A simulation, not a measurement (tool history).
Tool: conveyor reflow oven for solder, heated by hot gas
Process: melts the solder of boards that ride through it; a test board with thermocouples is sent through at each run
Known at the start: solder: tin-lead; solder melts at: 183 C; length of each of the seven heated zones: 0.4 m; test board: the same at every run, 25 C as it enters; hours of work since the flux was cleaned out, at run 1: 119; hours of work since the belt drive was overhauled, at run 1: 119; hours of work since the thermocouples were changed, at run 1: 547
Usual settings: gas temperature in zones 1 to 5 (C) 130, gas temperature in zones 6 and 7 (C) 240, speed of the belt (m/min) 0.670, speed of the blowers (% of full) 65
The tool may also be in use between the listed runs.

| run | hour | gas temperature in zones 1 to 5 (C) | gas temperature in zones 6 and 7 (C) | speed of the belt (m/min) | speed of the blowers (% of full) | hours of work since the flux was cleaned out | hours of work since the belt drive was overhauled | hours of work since the thermocouples were changed | highest temperature of the board (C) | time above the solder's melting point (s) |
|---|---|---|---|---|---|---|---|---|---|---|
| 1 | 0.0 | 130 | 240 | 0.670 | 65 | 119 | 119 | 547 | 218.7 | 52.0 |
| 2 | 13.9 | 135 | 240 | 0.670 | 65 | 127 | 127 | 555 | 219.1 | 53.4 |
| 3 | 26.6 | 135 | 240 | 0.670 | 65 | 134 | 134 | 563 | 219.5 | 53.7 |
| 4 | 38.9 | 135 | 240 | 0.670 | 65 | 142 | 142 | 570 | 219.5 | 54.2 |
| 5 | 52.9 | 130 | 240 | 0.594 | 65 | 150 | 150 | 578 | 222.4 | 62.3 |
| 6 | 62.8 | 130 | 240 | 0.594 | 65 | 156 | 156 | 584 | 222.6 | 61.4 |
| 7 | 72.5 | 130 | 240 | 0.594 | 65 | 162 | 162 | 590 | 222.0 | 62.1 |
| 8 | 82.7 | 130 | 240 | 0.594 | 65 | 168 | 168 | 596 | 222.6 | 61.0 |
| 9 | 89.6 | 130 | 245 | 0.594 | 65 | 172 | 172 | 600 | 226.0 | 64.9 |
| 10 | 97.5 | 130 | 240 | 0.670 | 65 | 176 | 176 | 605 | 216.7 | 50.7 |
| 11 | 112.1 | 130 | 240 | 0.670 | 65 | 185 | 185 | 614 | 217.2 | 50.9 |
| 12 | 125.6 | 130 | 240 | 0.670 | 65 | 193 | 193 | 622 | 218.4 | 50.6 |
| 13 | 136.0 | 130 | 241 | 0.667 | 65 | 199 | 199 | 628 | 219.4 | 51.5 |
| 14 | 145.1 | 130 | 240 | 0.548 | 65 | 205 | 205 | 633 | 223.9 | 68.4 |

Run 15 comes next. What will it give?
| 15 | 152.0 | 121 | 243 | 0.710 | 62 | 209 | 209 | 637 | ? | ? |

{"run 15": {"highest temperature of the board (C)": 214.5, "time above the solder's melting point (s)": 43.9}}
Without the tool's hidden state the same run would have given highest temperature of the board (C) 218.3, time above the solder's melting point (s) 46.8.
